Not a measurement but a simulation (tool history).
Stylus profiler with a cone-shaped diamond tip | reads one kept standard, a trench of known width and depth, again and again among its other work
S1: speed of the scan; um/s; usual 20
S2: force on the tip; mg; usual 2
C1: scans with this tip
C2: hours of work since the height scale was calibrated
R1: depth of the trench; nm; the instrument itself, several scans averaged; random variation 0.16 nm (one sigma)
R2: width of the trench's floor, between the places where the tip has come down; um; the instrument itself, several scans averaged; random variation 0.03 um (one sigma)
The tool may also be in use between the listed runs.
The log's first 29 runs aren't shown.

{"run": 30, "hour": 664.0, "S1": 10, "S2": 1.37, "C1": 1534, "C2": 107, "R1": 1009.8, "R2": 45.9}
{"run": 31, "hour": 692.5, "S1": 10, "S2": 1.37, "C1": 1717, "C2": 120, "R1": 1009.97, "R2": 45.9}
{"run": 32, "hour": 712.3, "S1": 10, "S2": 1.37, "C1": 1844, "C2": 129, "R1": 1010.13, "R2": 45.92}
{"run": 33, "hour": 733.2, "S1": 10, "S2": 1.37, "C1": 1977, "C2": 138, "R1": 1009.94, "R2": 45.9}
{"run": 34, "hour": 756.3, "S1": 10, "S2": 5.09, "C1": 2124, "C2": 148, "R1": 1023.91, "R2": 45.94}
{"run": 35, "hour": 772.1, "S1": 19, "S2": 4.71, "C1": 2225, "C2": 155, "R1": 1022.83, "R2": 45.89}
{"run": 36, "hour": 797.2, "S1": 19, "S2": 4.71, "C1": 2386, "C2": 166, "R1": 1022.96, "R2": 45.94}
{"run": 37, "hour": 828.9, "S1": 9, "S2": 4.41, "C1": 2589, "C2": 181, "R1": 1021.68, "R2": 45.96}
{"run": 38, "hour": 846.7, "S1": 31, "S2": 3.87, "C1": 2702, "C2": 189, "R1": 1019.98, "R2": 45.79}
{"run": 39, "hour": 869.0, "S1": 18, "S2": 2.18, "C1": 2844, "C2": 198, "R1": 1013.4, "R2": 45.84}
{"run": 40, "hour": 902.2, "S1": 18, "S2": 2.18, "C1": 3057, "C2": 213, "R1": 1013.9, "R2": 45.84}
{"run": 41, "hour": 935.3, "S1": 9, "S2": 5.39, "C1": 3268, "C2": 228, "R1": 1024.79, "R2": 45.91}
{"run": 42, "hour": 950.3, "S1": 9, "S2": 5.39, "C1": 3364, "C2": 235, "R1": 1025.01, "R2": 46}
{"run": 43, "hour": 976.2, "S1": 36, "S2": 5.66, "C1": 3529, "C2": 246, "R1": 1025.91, "R2": 45.85}
{"run": 44, "hour": 999.1, "S1": 5, "S2": 2.94, "C1": 3675, "C2": 256, "R1": 1016.95, "R2": 45.93}
{"run": 45, "hour": 1017.2, "S1": 21, "S2": 0.88, "C1": 3791, "C2": 264, "R1": 1007.35, "R2": 45.75}
{"run": 46, "hour": 1042.5, "S1": 21, "S2": 0.88, "C1": 3953, "C2": 276, "R1": 1007.29, "R2": 45.77}

Forecast each of these 4 alternatives for the next run:
{"run": "A", "hour": 1075.5, "S1": 58, "S2": 0.78, "C1": 4164, "C2": 290, "R1": "?", "R2": "?"}
{"run": "B", "hour": 1075.5, "S1": 7, "S2": 0.88, "C1": 4164, "C2": 290, "R1": "?", "R2": "?"}
{"run": "C", "hour": 1075.5, "S1": 10, "S2": 2, "C1": 4164, "C2": 290, "R1": "?", "R2": "?"}
{"run": "D", "hour": 1075.5, "S1": 57, "S2": 1.2, "C1": 4164, "C2": 290, "R1": "?", "R2": "?"}

run=A R1=1007.21 R2=45.33
run=B R1=1007.34 R2=45.88
run=C R1=1012.89 R2=45.88
run=D R1=1009.29 R2=45.54
Without the tool's hidden state the same runs would have given:
run=A R1=1007.21 R2=45.34
run=B R1=1007.33 R2=45.89
run=C R1=1012.88 R2=45.89
run=D R1=1009.28 R2=45.54
